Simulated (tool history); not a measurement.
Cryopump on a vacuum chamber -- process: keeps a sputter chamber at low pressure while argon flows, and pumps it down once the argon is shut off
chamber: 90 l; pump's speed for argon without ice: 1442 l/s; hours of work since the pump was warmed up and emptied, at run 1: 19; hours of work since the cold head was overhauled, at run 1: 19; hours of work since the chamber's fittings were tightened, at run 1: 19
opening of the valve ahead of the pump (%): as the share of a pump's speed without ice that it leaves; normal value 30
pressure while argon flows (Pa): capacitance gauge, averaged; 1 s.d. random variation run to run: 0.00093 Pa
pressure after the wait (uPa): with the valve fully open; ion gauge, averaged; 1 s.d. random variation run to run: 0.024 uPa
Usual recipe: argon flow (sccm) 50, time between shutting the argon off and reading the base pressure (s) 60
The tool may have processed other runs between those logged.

run,hour,argon flow (sccm),time between shutting the argon off and reading the base pressure (s),opening of the valve ahead of the pump (%),hours of work since the pump was warmed up and emptied,hours of work since the cold head was overhauled,hours of work since the chamber's fittings were tightened,pressure while argon flows (Pa),pressure after the wait (uPa)
1,0,50,60,30,19,19,19,0.1946,0.87
2,8.9,50,60,30,25,25,25,0.1966,0.92
3,27.6,50,60,30,38,38,38,0.196,0.98
4,39.2,50,60,30,45,45,45,0.1966,0.94
5,57.4,50,60,30,58,58,58,0.1956,0.95
6,66.8,50,60,30,64,64,64,0.1966,0.99
7,86.3,50,60,30,77,77,77,0.1975,0.99
8,105.9,50,89,30,91,91,91,0.1969,0.77
9,119,50,89,30,99,99,99,0.1959,0.81
10,128.2,50,60,48,106,106,106,0.1243,1
11,147.5,50,94,30,119,119,119,0.1965,0.77
12,166.7,50,60,30,132,132,132,0.1952,1.1
13,183.6,50,60,30,143,143,143,0.1959,1.09
14,202.2,50,60,30,156,156,156,0.1965,1.12
15,220.2,50,60,30,168,168,168,0.1966,1.11
16,239.8,26,163,30,181,181,181,0.1014,0.78
17,258.9,50,20,30,194,194,194,0.1971,2.42
18,274,50,157,30,204,204,204,0.196,0.81
19,284.2,50,157,30,211,211,211,0.1977,0.78
20,301,50,157,30,223,223,223,0.1971,0.81
21,317.1,50,157,30,233,233,233,0.1989,0.85
22,328.9,50,157,30,241,241,241,0.1978,0.85
23,348.5,50,87,56,255,255,255,0.1068,1.03
24,365.3,50,87,18,266,266,266,0.3296,1.01
25,383.5,50,87,18,278,278,278,0.3282,1.09
26,404,73,87,26,292,292,292,0.333,1.09
27,415,49,87,33,300,300,300,0.1761,1.08
28,430.5,49,87,33,310,310,310,0.1775,1.08
29,448.3,32,87,33,322,322,322,0.1171,1.17

5 ways to go on from here, each from the tool as it stands after run 29. What would each give?
A,465.9,57,103,33,334,334,334,?,?
B,465.9,88,27,19,334,334,334,?,?
C,465.9,50,60,34,334,334,334,?,?
D,465.9,32,22,33,334,334,334,?,?
E,465.9,48,87,33,334,334,334,?,?

run,pressure while argon flows (Pa),pressure after the wait (uPa)
A,0.2073,1.12
B,0.5472,2.16
C,0.176,1.39
D,0.1167,2.43
E,0.1744,1.22
Without the tool's unlogged condition, the same runs would have read:
run,pressure while argon flows (Pa),pressure after the wait (uPa)
A,0.2033,0.59
B,0.541,1.62
C,0.1725,0.85
D,0.1144,1.91
E,0.1711,0.69
